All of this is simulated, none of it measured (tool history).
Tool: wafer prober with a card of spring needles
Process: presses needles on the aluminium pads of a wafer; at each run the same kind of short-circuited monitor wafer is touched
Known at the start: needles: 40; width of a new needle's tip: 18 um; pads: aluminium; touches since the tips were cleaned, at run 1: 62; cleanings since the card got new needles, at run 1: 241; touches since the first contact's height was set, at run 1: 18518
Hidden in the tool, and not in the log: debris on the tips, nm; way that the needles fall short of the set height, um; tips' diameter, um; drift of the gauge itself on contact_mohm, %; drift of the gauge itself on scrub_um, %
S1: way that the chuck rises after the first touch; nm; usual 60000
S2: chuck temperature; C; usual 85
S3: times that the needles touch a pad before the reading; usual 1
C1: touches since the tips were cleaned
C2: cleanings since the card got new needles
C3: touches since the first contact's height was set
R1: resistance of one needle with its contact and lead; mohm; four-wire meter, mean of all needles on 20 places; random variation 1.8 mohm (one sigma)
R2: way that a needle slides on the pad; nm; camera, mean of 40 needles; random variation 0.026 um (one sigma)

Run 1, hour 0.0: usual settings; C1 62; C2 241; C3 18518. Result: R1 212 mohm, R2 15920 nm.
At hour 8.3: tips cleaned on abrasive film.
At hour 18.7: tips cleaned on abrasive film.
At hour 27.0: tips cleaned on abrasive film.
At hour 37.3: tips cleaned on abrasive film.
Run 2, hour 42.4: usual settings; C1 2169; C2 245; C3 36508. Result: R1 375 mohm, R2 15850 nm.
At hour 46.6: tips cleaned on abrasive film.
At hour 54.9: tips cleaned on abrasive film.
At hour 65.3: tips cleaned on abrasive film.
At hour 73.6: tips cleaned on abrasive film.
At hour 84.0: tips cleaned on abrasive film.
At hour 92.3: tips cleaned on abrasive film.
At hour 102.6: tips cleaned on abrasive film.
At hour 110.9: tips cleaned on abrasive film.
At hour 121.3: tips cleaned on abrasive film.
At hour 129.6: tips cleaned on abrasive film.
At hour 129.9: height of the first contact set anew.
At hour 140.3: tips cleaned on abrasive film.
Run 3, hour 143.3: usual settings; C1 1316; C2 256; C3 5710. Result: R1 313 mohm, R2 15730 nm.
At hour 149.6: tips cleaned on abrasive film.
At hour 160.0: tips cleaned on abrasive film.
At hour 170.3: tips cleaned on abrasive film.
At hour 180.7: tips cleaned on abrasive film.
At hour 191.0: tips cleaned on abrasive film.
At hour 201.4: tips cleaned on abrasive film.
At hour 211.8: tips cleaned on abrasive film.
At hour 220.1: tips cleaned on abrasive film.
At hour 230.4: tips cleaned on abrasive film.
At hour 238.7: tips cleaned on abrasive film.
Run 4, hour 240.8: usual settings but S1 59000 nm; C1 880; C2 266; C3 47019. Result: R1 314 mohm, R2 15370 nm.
At hour 247.4: tips cleaned on abrasive film.
At hour 255.7: tips cleaned on abrasive film.
At hour 266.0: tips cleaned on abrasive film.
At hour 274.3: tips cleaned on abrasive film.
At hour 284.7: tips cleaned on abrasive film.
At hour 293.0: tips cleaned on abrasive film.
Run 5, hour 293.3: usual settings but S1 59000 nm; C1 143; C2 272; C3 69264. Result: R1 217 mohm, R2 15260 nm.
At hour 301.6: tips cleaned on abrasive film.
At hour 304.0: height of the first contact set anew.
At hour 312.3: tips cleaned on abrasive film.
At hour 320.6: tips cleaned on abrasive film.
At hour 328.9: tips cleaned on abrasive film.
At hour 339.3: tips cleaned on abrasive film.
At hour 349.7: tips cleaned on abrasive film.
Run 6, hour 357.3: usual settings but S1 59000 nm; C1 3267; C2 278; C3 22602. Result: R1 467 mohm, R2 15640 nm.
At hour 359.4: tips cleaned on abrasive film.
At hour 369.8: tips cleaned on abrasive film.
At hour 380.2: tips cleaned on abrasive film.
At hour 388.5: tips cleaned on abrasive film.
At hour 396.8: tips cleaned on abrasive film.
At hour 405.1: tips cleaned on abrasive film.
At hour 415.4: tips cleaned on abrasive film.
At hour 423.8: tips cleaned on abrasive film.
At hour 434.1: tips cleaned on abrasive film.
At hour 442.4: tips cleaned on abrasive film.
Run 7, hour 446.5: usual settings but S1 59000 nm; C1 1764; C2 288; C3 60402. Result: R1 354 mohm, R2 15520 nm.
At hour 452.8: tips cleaned on abrasive film.
At hour 461.1: tips cleaned on abrasive film.
At hour 471.5: tips cleaned on abrasive film.
At hour 477.9: height of the first contact set anew.
At hour 480.1: tips cleaned on abrasive film.
At hour 490.4: tips cleaned on abrasive film.
Run 8, hour 497.8: usual settings but S1 41000 nm; C1 3161; C2 293; C3 8435. Result: R1 714 mohm, R2 10920 nm.
At hour 500.0: tips cleaned on abrasive film.
At hour 510.3: tips cleaned on abrasive film.
At hour 518.6: tips cleaned on abrasive film.
At hour 521.0: height of the first contact set anew, once more.
At hour 529.3: tips cleaned on abrasive film.
At hour 539.7: tips cleaned on abrasive film.
At hour 548.0: tips cleaned on abrasive film.
At hour 558.3: tips cleaned on abrasive film.
At hour 566.6: tips cleaned on abrasive film.
At hour 574.9: tips cleaned on abrasive film.
At hour 585.3: tips cleaned on abrasive film.
At hour 593.6: tips cleaned on abrasive film.
Run 9, hour 598.1: usual settings; C1 1903; C2 304; C3 32664. Result: R1 357 mohm, R2 15880 nm.
At hour 602.3: tips cleaned on abrasive film.
At hour 614.3: card fitted with new needles.
At hour 622.6: tips cleaned on abrasive film.
At hour 632.9: tips cleaned on abrasive film.
At hour 643.3: tips cleaned on abrasive film.
At hour 653.7: tips cleaned on abrasive film.
At hour 662.0: tips cleaned on abrasive film.
At hour 672.3: tips cleaned on abrasive film.
At hour 682.7: tips cleaned on abrasive film.
At hour 691.0: tips cleaned on abrasive film.
At hour 701.4: tips cleaned on abrasive film.
Run 10, hour 705.3: usual settings; C1 1676; C2 9; C3 38589. Result: R1 299 mohm, R2 15890 nm.
At hour 711.5: tips cleaned on abrasive film.
At hour 719.8: tips cleaned on abrasive film.
At hour 730.2: tips cleaned on abrasive film.
At hour 738.5: tips cleaned on abrasive film.
At hour 748.1: tips cleaned on abrasive film.
Run 11, hour 748.1: usual settings but S1 48000 nm; C1 0; C2 14; C3 56710. Result: R1 203 mohm, R2 12630 nm.
At hour 758.5: tips cleaned on abrasive film.
At hour 766.8: tips cleaned on abrasive film.
At hour 777.1: tips cleaned on abrasive film.
At hour 785.4: tips cleaned on abrasive film.
At hour 787.8: height of the first contact set anew.
At hour 794.0: tips cleaned on abrasive film.
At hour 804.4: tips cleaned on abrasive film.
At hour 812.7: tips cleaned on abrasive film.
At hour 821.0: tips cleaned on abrasive film.
Run 12, hour 821.1: usual settings; C1 24; C2 22; C3 14087. Result: R1 198 mohm, R2 15930 nm.
At hour 829.4: tips cleaned on abrasive film.
At hour 837.7: tips cleaned on abrasive film.
At hour 848.0: tips cleaned on abrasive film.
At hour 856.3: tips cleaned on abrasive film.
At hour 866.7: tips cleaned on abrasive film.
At hour 877.1: tips cleaned on abrasive film.
At hour 887.4: tips cleaned on abrasive film.
At hour 897.8: tips cleaned on abrasive film.
At hour 906.1: tips cleaned on abrasive film.
Run 13, hour 909.3: usual settings; C1 1352; C2 31; C3 51460. Result: R1 285 mohm, R2 15830 nm.

Run 14 comes next. What will it give?
At hour 915.5: tips cleaned on abrasive film.
At hour 925.9: tips cleaned on abrasive film.
At hour 934.2: tips cleaned on abrasive film.
At hour 944.5: tips cleaned on abrasive film.
At hour 954.9: tips cleaned on abrasive film.
At hour 961.4: height of the first contact set anew.
At hour 963.5: tips cleaned on abrasive film.
At hour 973.9: tips cleaned on abrasive film.
At hour 984.2: tips cleaned on abrasive film.
Run 14, hour 991.5: usual settings; C1 3107; C2 39; C3 12775. Result: R1 ?, R2 ?.

Run 14 gave R1 358 mohm, R2 15960 nm.
Without the tool's hidden state the same run would have given R1 180 mohm, R2 15990 nm.

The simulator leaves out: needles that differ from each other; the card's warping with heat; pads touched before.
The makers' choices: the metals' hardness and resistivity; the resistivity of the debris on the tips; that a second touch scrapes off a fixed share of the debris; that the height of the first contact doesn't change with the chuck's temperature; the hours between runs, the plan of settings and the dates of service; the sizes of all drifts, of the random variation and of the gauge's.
